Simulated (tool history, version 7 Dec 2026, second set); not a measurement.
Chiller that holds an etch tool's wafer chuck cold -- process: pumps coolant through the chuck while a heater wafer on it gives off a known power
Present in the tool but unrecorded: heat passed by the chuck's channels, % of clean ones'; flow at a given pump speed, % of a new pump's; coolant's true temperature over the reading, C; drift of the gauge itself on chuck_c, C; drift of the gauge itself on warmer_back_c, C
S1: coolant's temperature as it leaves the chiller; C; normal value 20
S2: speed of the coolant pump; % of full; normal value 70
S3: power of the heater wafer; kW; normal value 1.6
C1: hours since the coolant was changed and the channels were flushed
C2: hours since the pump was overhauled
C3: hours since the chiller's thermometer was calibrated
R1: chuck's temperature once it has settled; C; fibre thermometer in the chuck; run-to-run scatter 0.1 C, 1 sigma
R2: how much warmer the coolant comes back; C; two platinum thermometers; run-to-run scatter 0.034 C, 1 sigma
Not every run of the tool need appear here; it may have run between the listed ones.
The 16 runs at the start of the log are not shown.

run 17 hour=2758.6 | S1=20 S2=70 S3=1.6 | C1=537 C2=2774 C3=2774 | R1=35.1 R2=5.67
run 18 hour=2887.5 | S1=20 S2=70 S3=1.6 | C1=666 C2=2903 C3=2903 | R1=35.4 R2=5.75
run 19 hour=3078.8 | S1=10 S2=64 S3=2.15 | C1=858 C2=3094 C3=3094 | R1=32.1 R2=8.43
run 20 hour=3252.8 | S1=11 S2=65 S3=1.641 | C1=1032 C2=3268 C3=3268 | R1=28.1 R2=6.44
-- hour=3263.4 chiller's thermometer calibrated
run 21 hour=3469.4 | S1=28 S2=65 S3=1.161 | C1=1247 C2=3483 C3=206 | R1=40.7 R2=4.56
run 22 hour=3590.1 | S1=14 S2=60 S3=1.161 | C1=1368 C2=3604 C3=327 | R1=28 R2=5.01
run 23 hour=3715.2 | S1=12 S2=62 S3=0.951 | C1=1493 C2=3729 C3=452 | R1=23.4 R2=3.94
run 24 hour=3900 | S1=12 S2=62 S3=0.951 | C1=1678 C2=3914 C3=637 | R1=23.4 R2=3.99
run 25 hour=4013.5 | S1=14 S2=81 S3=1.355 | C1=1791 C2=4028 C3=750 | R1=27 R2=4.33
-- hour=4077.4 chiller's thermometer calibrated, once more
run 26 hour=4161.7 | S1=14 S2=81 S3=1.355 | C1=1938 C2=4175 C3=84 | R1=25.8 R2=4.39
run 27 hour=4333.5 | S1=12 S2=81 S3=1.793 | C1=2110 C2=4347 C3=256 | R1=28.1 R2=5.86
run 28 hour=4443.5 | S1=19 S2=62 S3=1.905 | C1=2220 C2=4457 C3=366 | R1=40.5 R2=8.08
run 29 hour=4593.4 | S1=21 S2=72 S3=1.905 | C1=2370 C2=4606 C3=516 | R1=40.2 R2=6.99
run 30 hour=4697.1 | S1=20 S2=70 S3=0.811 | C1=2474 C2=4710 C3=620 | R1=28.4 R2=3.07
run 31 hour=4812.3 | S1=10 S2=70 S3=2.279 | C1=2589 C2=4825 C3=735 | R1=33.8 R2=8.75

What if the next run were any one of these 5? Each begins from the tool's condition after run 31:
run A hour=4977.5 | S1=10 S2=82 S3=1.925 | C1=2754 C2=4991 C3=900 | R1=? R2=?
run B hour=4977.5 | S1=29 S2=80 S3=1.308 | C1=2754 C2=4991 C3=900 | R1=? R2=?
run C hour=4977.5 | S1=20 S2=90 S3=2.184 | C1=2754 C2=4991 C3=900 | R1=? R2=?
run D hour=4977.5 | S1=10 S2=70 S3=1.078 | C1=2754 C2=4991 C3=900 | R1=? R2=?
run E hour=4977.5 | S1=20 S2=88 S3=0.951 | C1=2754 C2=4991 C3=900 | R1=? R2=?

run=A R1=27.9 R2=6.36
run=B R1=41.6 R2=4.43
run=C R1=38.8 R2=6.58
run=D R1=21.5 R2=4.18
run=E R1=28.4 R2=2.94
What these runs would have given with no unlogged condition in the tool:
run=A R1=23.7 R2=5.38
run=B R1=38.7 R2=3.75
run=C R1=34.4 R2=5.57
run=D R1=18.8 R2=3.54
run=E R1=26.3 R2=2.49
